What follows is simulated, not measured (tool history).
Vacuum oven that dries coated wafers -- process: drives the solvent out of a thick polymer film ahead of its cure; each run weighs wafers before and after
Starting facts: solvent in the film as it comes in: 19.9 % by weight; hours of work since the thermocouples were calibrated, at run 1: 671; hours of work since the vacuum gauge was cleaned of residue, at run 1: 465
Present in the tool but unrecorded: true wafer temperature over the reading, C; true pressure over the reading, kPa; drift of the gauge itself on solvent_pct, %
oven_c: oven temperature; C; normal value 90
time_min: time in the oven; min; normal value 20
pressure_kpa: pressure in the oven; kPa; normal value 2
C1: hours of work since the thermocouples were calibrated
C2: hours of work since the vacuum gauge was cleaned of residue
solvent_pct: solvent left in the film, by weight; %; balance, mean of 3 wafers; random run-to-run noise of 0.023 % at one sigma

{"run": 1, "hour": 0.0, "oven_c": 90, "time_min": 20, "pressure_kpa": 2, "C1": 671, "C2": 465, "solvent_pct": 3.42}
{"run": 2, "hour": 16.6, "oven_c": 90, "time_min": 20, "pressure_kpa": 2, "C1": 682, "C2": 476, "solvent_pct": 3.45}
{"run": 3, "hour": 31.8, "oven_c": 90, "time_min": 20, "pressure_kpa": 2, "C1": 692, "C2": 486, "solvent_pct": 3.39}
{"run": 4, "hour": 39.4, "oven_c": 90, "time_min": 20, "pressure_kpa": 2, "C1": 697, "C2": 491, "solvent_pct": 3.4}
{"run": 5, "hour": 50.7, "oven_c": 90, "time_min": 20, "pressure_kpa": 2, "C1": 705, "C2": 498, "solvent_pct": 3.45}
{"run": 6, "hour": 67.4, "oven_c": 90, "time_min": 19, "pressure_kpa": 2, "C1": 716, "C2": 510, "solvent_pct": 3.69}
{"run": 7, "hour": 80.3, "oven_c": 90, "time_min": 19, "pressure_kpa": 2, "C1": 724, "C2": 518, "solvent_pct": 3.64}
{"run": 8, "hour": 90.2, "oven_c": 90, "time_min": 19, "pressure_kpa": 2, "C1": 731, "C2": 525, "solvent_pct": 3.73}
{"run": 9, "hour": 101.4, "oven_c": 90, "time_min": 20, "pressure_kpa": 2, "C1": 738, "C2": 532, "solvent_pct": 3.45}
{"run": 10, "hour": 109.3, "oven_c": 90, "time_min": 20, "pressure_kpa": 2, "C1": 744, "C2": 537, "solvent_pct": 3.37}
{"run": 11, "hour": 120.2, "oven_c": 90, "time_min": 20, "pressure_kpa": 2, "C1": 751, "C2": 545, "solvent_pct": 3.45}
{"run": 12, "hour": 136.3, "oven_c": 90, "time_min": 24, "pressure_kpa": 2, "C1": 762, "C2": 555, "solvent_pct": 2.59}
{"run": 13, "hour": 145.6, "oven_c": 90, "time_min": 20, "pressure_kpa": 2, "C1": 768, "C2": 562, "solvent_pct": 3.44}
{"run": 14, "hour": 163.1, "oven_c": 90, "time_min": 20, "pressure_kpa": 2, "C1": 779, "C2": 573, "solvent_pct": 3.46}
{"run": 15, "hour": 175.8, "oven_c": 90, "time_min": 20, "pressure_kpa": 2, "C1": 788, "C2": 582, "solvent_pct": 3.48}
{"run": 16, "hour": 186.1, "oven_c": 90, "time_min": 15, "pressure_kpa": 2, "C1": 795, "C2": 588, "solvent_pct": 4.97}
{"run": 17, "hour": 194.6, "oven_c": 90, "time_min": 15, "pressure_kpa": 2, "C1": 800, "C2": 594, "solvent_pct": 4.99}
{"run": 18, "hour": 204.6, "oven_c": 90, "time_min": 15, "pressure_kpa": 2, "C1": 807, "C2": 601, "solvent_pct": 4.94}
{"run": 19, "hour": 215.8, "oven_c": 90, "time_min": 34, "pressure_kpa": 2, "C1": 814, "C2": 608, "solvent_pct": 1.44}
{"run": 20, "hour": 230.3, "oven_c": 90, "time_min": 20, "pressure_kpa": 2, "C1": 824, "C2": 618, "solvent_pct": 3.49}
{"run": 21, "hour": 246.3, "oven_c": 90, "time_min": 20, "pressure_kpa": 2, "C1": 835, "C2": 628, "solvent_pct": 3.48}
{"run": 22, "hour": 257.1, "oven_c": 90, "time_min": 20, "pressure_kpa": 2, "C1": 842, "C2": 636, "solvent_pct": 3.49}
{"run": 23, "hour": 270.2, "oven_c": 90, "time_min": 20, "pressure_kpa": 6.07, "C1": 851, "C2": 644, "solvent_pct": 4.49}
{"run": 24, "hour": 284.1, "oven_c": 84, "time_min": 20, "pressure_kpa": 1.72, "C1": 860, "C2": 654, "solvent_pct": 5.21}
{"run": 25, "hour": 293.2, "oven_c": 84, "time_min": 20, "pressure_kpa": 1.72, "C1": 866, "C2": 660, "solvent_pct": 5.22}
{"run": 26, "hour": 306.8, "oven_c": 90, "time_min": 34, "pressure_kpa": 7.57, "C1": 875, "C2": 669, "solvent_pct": 2.98}
{"run": 27, "hour": 314.0, "oven_c": 90, "time_min": 34, "pressure_kpa": 7.57, "C1": 880, "C2": 673, "solvent_pct": 2.99}
{"run": 28, "hour": 326.1, "oven_c": 90, "time_min": 15, "pressure_kpa": 5.17, "C1": 888, "C2": 681, "solvent_pct": 5.69}
{"hour": 329.1, "done": "vacuum gauge cleaned of residue and calibrated"}
{"run": 29, "hour": 343.4, "oven_c": 90, "time_min": 15, "pressure_kpa": 5.17, "C1": 898, "C2": 9, "solvent_pct": 5.71}
{"run": 30, "hour": 360.5, "oven_c": 102, "time_min": 29, "pressure_kpa": 5.17, "C1": 910, "C2": 21, "solvent_pct": 1.14}
{"run": 31, "hour": 371.1, "oven_c": 75, "time_min": 11, "pressure_kpa": 1.62, "C1": 917, "C2": 28, "solvent_pct": 11.09}
{"run": 32, "hour": 383.7, "oven_c": 104, "time_min": 14, "pressure_kpa": 3.74, "C1": 925, "C2": 36, "solvent_pct": 2.1}
{"run": 33, "hour": 396.7, "oven_c": 102, "time_min": 25, "pressure_kpa": 1.18, "C1": 934, "C2": 45, "solvent_pct": 0.58}
{"run": 34, "hour": 412.6, "oven_c": 75, "time_min": 21, "pressure_kpa": 1.07, "C1": 944, "C2": 55, "solvent_pct": 7.84}
{"hour": 418.8, "done": "vacuum gauge cleaned of residue and calibrated, once more"}
{"run": 35, "hour": 430.3, "oven_c": 90, "time_min": 25, "pressure_kpa": 2, "C1": 955, "C2": 8, "solvent_pct": 2.43}
{"hour": 447.2, "done": "oven's thermocouples calibrated"}
{"run": 36, "hour": 448.6, "oven_c": 79, "time_min": 12, "pressure_kpa": 2, "C1": 1, "C2": 18, "solvent_pct": 9.4}
{"run": 37, "hour": 457.9, "oven_c": 79, "time_min": 12, "pressure_kpa": 2, "C1": 7, "C2": 25, "solvent_pct": 9.39}
{"run": 38, "hour": 466.9, "oven_c": 81, "time_min": 11, "pressure_kpa": 3.7, "C1": 13, "C2": 31, "solvent_pct": 9.61}
{"run": 39, "hour": 481.2, "oven_c": 91, "time_min": 11, "pressure_kpa": 3.7, "C1": 23, "C2": 40, "solvent_pct": 6.42}
{"run": 40, "hour": 492.9, "oven_c": 86, "time_min": 13, "pressure_kpa": 3.45, "C1": 30, "C2": 48, "solvent_pct": 7.1}
{"run": 41, "hour": 500.4, "oven_c": 97, "time_min": 20, "pressure_kpa": 1.09, "C1": 35, "C2": 53, "solvent_pct": 1.48}
{"run": 42, "hour": 513.6, "oven_c": 93, "time_min": 20, "pressure_kpa": 2, "C1": 44, "C2": 62, "solvent_pct": 2.44}
{"run": 43, "hour": 522.4, "oven_c": 93, "time_min": 15, "pressure_kpa": 2, "C1": 50, "C2": 67, "solvent_pct": 3.81}
{"run": 44, "hour": 533.7, "oven_c": 83, "time_min": 20, "pressure_kpa": 2, "C1": 57, "C2": 75, "solvent_pct": 5.27}
{"run": 45, "hour": 545.1, "oven_c": 83, "time_min": 20, "pressure_kpa": 2, "C1": 65, "C2": 83, "solvent_pct": 5.26}
{"run": 46, "hour": 554.3, "oven_c": 83, "time_min": 11, "pressure_kpa": 2, "C1": 71, "C2": 89, "solvent_pct": 8.68}

Predict each of these 5 candidate next runs independently; none follows another, all start after run 46:
{"run": "A", "hour": 564.5, "oven_c": 83, "time_min": 34, "pressure_kpa": 3.43, "C1": 78, "C2": 95, "solvent_pct": "?"}
{"run": "B", "hour": 564.5, "oven_c": 83, "time_min": 10, "pressure_kpa": 2, "C1": 78, "C2": 95, "solvent_pct": "?"}
{"run": "C", "hour": 564.5, "oven_c": 83, "time_min": 26, "pressure_kpa": 5.3, "C1": 78, "C2": 95, "solvent_pct": "?"}
{"run": "D", "hour": 564.5, "oven_c": 95, "time_min": 11, "pressure_kpa": 1.44, "C1": 78, "C2": 95, "solvent_pct": "?"}
{"run": "E", "hour": 564.5, "oven_c": 96, "time_min": 35, "pressure_kpa": 2, "C1": 78, "C2": 95, "solvent_pct": "?"}

run=A solvent_pct=3.15
run=B solvent_pct=9.22
run=C solvent_pct=4.83
run=D solvent_pct=4.8
run=E solvent_pct=0.66
The same runs, with their run-to-run variation unchanged, on a tool lacking any hidden condition would have given:
run=A solvent_pct=3.07
run=B solvent_pct=9.14
run=C solvent_pct=4.73
run=D solvent_pct=4.72
run=E solvent_pct=0.64

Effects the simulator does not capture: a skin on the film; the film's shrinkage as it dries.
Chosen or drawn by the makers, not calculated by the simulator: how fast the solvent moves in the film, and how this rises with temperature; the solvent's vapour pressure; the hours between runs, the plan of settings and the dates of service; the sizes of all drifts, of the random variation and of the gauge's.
